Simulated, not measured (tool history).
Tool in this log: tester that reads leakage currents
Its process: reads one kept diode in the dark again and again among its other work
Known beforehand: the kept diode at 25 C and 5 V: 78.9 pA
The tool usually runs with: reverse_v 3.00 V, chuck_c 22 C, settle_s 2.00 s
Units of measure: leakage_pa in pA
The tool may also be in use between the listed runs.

run,hour,reverse_v,chuck_c,settle_s,leakage_pa
1,0.0,3.00,22,2.00,56.19
2,26.8,3.00,22,0.84,57.02
3,49.1,3.00,22,0.84,56.99
4,81.9,3.00,22,0.84,56.85
5,113.4,3.00,22,0.66,57.03
6,138.0,3.00,22,0.66,56.81
7,168.8,3.00,22,0.66,57.18
8,206.3,3.00,22,2.00,56.00
9,235.6,3.00,22,2.00,56.07
10,265.8,3.00,22,2.00,56.04
11,282.0,3.00,56,2.00,483.99
12,307.0,3.00,56,3.67,483.30
13,322.7,3.05,22,2.00,56.42
14,355.0,3.05,22,2.00,56.39
15,389.2,3.00,22,2.00,56.23
16,427.0,3.00,22,2.00,55.96
17,458.0,3.00,22,0.72,56.43
18,473.6,3.00,22,2.00,56.12
19,495.0,3.00,22,2.10,56.14
20,531.7,3.00,22,4.03,55.57
21,566.8,3.00,22,4.03,55.58
22,590.1,3.00,22,4.03,55.75
23,626.5,3.02,23,2.00,59.56
24,663.8,2.50,43,0.34,198.72
25,690.0,2.24,41,2.83,164.81
26,718.2,4.76,25,4.37,85.71
27,752.4,3.09,22,1.60,56.19
28,772.8,3.09,22,1.60,56.49
29,806.2,2.31,25,1.60,58.88
30,829.8,8.76,58,3.34,873.12
31,867.1,8.76,58,3.34,872.52
32,895.3,14.30,58,8.08,1096.99
33,915.4,7.07,58,8.08,790.48
34,949.0,1.17,29,8.08,54.54
35,972.9,1.08,22,5.00,32.49
36,1004.8,4.17,46,7.60,298.95
37,1026.0,3.00,29,1.39,86.96
38,1055.7,13.87,41,2.00,398.26
39,1073.4,1.12,22,2.00,33.16

The next listed run, before its measurement:
40,1098.1,1.12,22,2.00,?

For run 40 the tool returned leakage_pa 33.00 pA.
Without the tool's hidden state the same run would have given leakage_pa 32.02 pA.
